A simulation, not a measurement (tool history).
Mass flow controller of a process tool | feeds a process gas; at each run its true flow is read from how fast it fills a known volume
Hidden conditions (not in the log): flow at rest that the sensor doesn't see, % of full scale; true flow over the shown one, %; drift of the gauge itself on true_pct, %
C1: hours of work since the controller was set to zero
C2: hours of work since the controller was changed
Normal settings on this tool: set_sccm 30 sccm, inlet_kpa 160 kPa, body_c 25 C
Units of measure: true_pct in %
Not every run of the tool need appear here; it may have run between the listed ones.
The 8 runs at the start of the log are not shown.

{"run": 9, "hour": 2038.4, "set_sccm": 30, "inlet_kpa": 160, "body_c": 25, "C1": 4862, "C2": 4862, "true_pct": 100.27}
{"run": 10, "hour": 2266.5, "set_sccm": 30, "inlet_kpa": 160, "body_c": 25, "C1": 4992, "C2": 4992, "true_pct": 100.3}
{"run": 11, "hour": 2570.5, "set_sccm": 16, "inlet_kpa": 160, "body_c": 25, "C1": 5165, "C2": 5165, "true_pct": 99.31}
{"hour": 2594.3, "done": "controller's zero set anew"}
{"run": 12, "hour": 2818.9, "set_sccm": 17, "inlet_kpa": 160, "body_c": 25, "C1": 128, "C2": 5307, "true_pct": 98.96}
{"run": 13, "hour": 3100.1, "set_sccm": 30, "inlet_kpa": 160, "body_c": 22, "C1": 288, "C2": 5467, "true_pct": 100.05}
{"run": 14, "hour": 3273.4, "set_sccm": 30, "inlet_kpa": 160, "body_c": 22, "C1": 387, "C2": 5566, "true_pct": 100.02}
{"run": 15, "hour": 3555.7, "set_sccm": 30, "inlet_kpa": 160, "body_c": 25, "C1": 548, "C2": 5726, "true_pct": 100.07}
{"run": 16, "hour": 3810.0, "set_sccm": 30, "inlet_kpa": 264, "body_c": 32, "C1": 692, "C2": 5871, "true_pct": 100.91}
{"run": 17, "hour": 4094.4, "set_sccm": 30, "inlet_kpa": 264, "body_c": 32, "C1": 854, "C2": 6033, "true_pct": 100.87}
{"run": 18, "hour": 4328.4, "set_sccm": 30, "inlet_kpa": 201, "body_c": 32, "C1": 988, "C2": 6166, "true_pct": 100.78}
{"hour": 4491.7, "done": "controller's zero set anew, once more"}
{"run": 19, "hour": 4650.5, "set_sccm": 30, "inlet_kpa": 241, "body_c": 23, "C1": 90, "C2": 6350, "true_pct": 101.58}
{"run": 20, "hour": 4943.4, "set_sccm": 7, "inlet_kpa": 246, "body_c": 37, "C1": 257, "C2": 6516, "true_pct": 101.92}
{"hour": 5204.3, "done": "controller exchanged for a calibrated one"}
{"run": 21, "hour": 5220.0, "set_sccm": 30, "inlet_kpa": 160, "body_c": 34, "C1": 9, "C2": 9, "true_pct": 100.03}
{"run": 22, "hour": 5467.6, "set_sccm": 38, "inlet_kpa": 158, "body_c": 25, "C1": 150, "C2": 150, "true_pct": 99.44}
{"run": 23, "hour": 5676.5, "set_sccm": 7, "inlet_kpa": 160, "body_c": 33, "C1": 269, "C2": 269, "true_pct": 99.51}
{"run": 24, "hour": 6003.6, "set_sccm": 7, "inlet_kpa": 160, "body_c": 33, "C1": 455, "C2": 455, "true_pct": 99.35}
{"run": 25, "hour": 6283.4, "set_sccm": 7, "inlet_kpa": 160, "body_c": 33, "C1": 615, "C2": 615, "true_pct": 99.22}
{"run": 26, "hour": 6424.4, "set_sccm": 32, "inlet_kpa": 247, "body_c": 33, "C1": 695, "C2": 695, "true_pct": 100.15}
{"run": 27, "hour": 6707.2, "set_sccm": 45, "inlet_kpa": 233, "body_c": 29, "C1": 856, "C2": 856, "true_pct": 100.06}
{"run": 28, "hour": 6964.0, "set_sccm": 8, "inlet_kpa": 239, "body_c": 29, "C1": 1002, "C2": 1002, "true_pct": 99.11}
{"run": 29, "hour": 7258.4, "set_sccm": 9, "inlet_kpa": 243, "body_c": 39, "C1": 1170, "C2": 1170, "true_pct": 99.72}
{"run": 30, "hour": 7554.3, "set_sccm": 9, "inlet_kpa": 243, "body_c": 39, "C1": 1338, "C2": 1338, "true_pct": 99.86}

3 options for the next run, each taken on its own from the tool as it stands now. Forecast them:
{"run": "A", "hour": 7720.1, "set_sccm": 15, "inlet_kpa": 268, "body_c": 32, "C1": 1433, "C2": 1433, "true_pct": "?"}
{"run": "B", "hour": 7720.1, "set_sccm": 25, "inlet_kpa": 231, "body_c": 39, "C1": 1433, "C2": 1433, "true_pct": "?"}
{"run": "C", "hour": 7720.1, "set_sccm": 30, "inlet_kpa": 146, "body_c": 25, "C1": 1433, "C2": 1433, "true_pct": "?"}

run=A true_pct=99.69
run=B true_pct=100.67
run=C true_pct=99.41
Take away the tool's hidden state, keep each run's random variation, and the runs would have read:
run=A true_pct=100.29
run=B true_pct=101.01
run=C true_pct=99.68

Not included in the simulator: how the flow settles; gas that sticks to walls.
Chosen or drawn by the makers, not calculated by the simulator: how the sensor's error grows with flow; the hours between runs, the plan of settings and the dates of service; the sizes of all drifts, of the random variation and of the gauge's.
